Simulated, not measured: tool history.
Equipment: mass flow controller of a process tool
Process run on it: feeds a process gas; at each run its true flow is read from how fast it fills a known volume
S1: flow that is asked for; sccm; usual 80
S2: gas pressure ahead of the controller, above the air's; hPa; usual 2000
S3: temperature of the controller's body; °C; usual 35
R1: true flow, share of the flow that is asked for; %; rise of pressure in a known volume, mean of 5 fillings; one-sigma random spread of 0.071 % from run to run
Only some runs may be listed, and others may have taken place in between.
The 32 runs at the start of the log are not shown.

run	hour	S1	S2	S3	R1
33	2375.1	55	2230	35	99.08
34	2427.2	46	2000	38	99.02
35	2499.2	14	2000	23	98.53
36	2575	14	2000	23	98.58
37	2642	51	2000	39	99.06
38	2745.6	80	2000	33	99.62
39	2796.4	80	2000	33	99.71
40	2901.1	17	1710	25	98.82
41	3001.1	45	1410	23	99.69
42	3090.5	45	1410	23	99.62
43	3183.6	12	2160	26	98.29
44	3232.8	68	1610	30	99.68
45	3276.2	68	1610	30	99.83

Run 46 has not been measured yet. What should we expect?
46	3371.1	23	2210	30	?

{"run 46": {"R1": 98.68}}
Without the tool's hidden state the same run would have given R1 98.8 %.
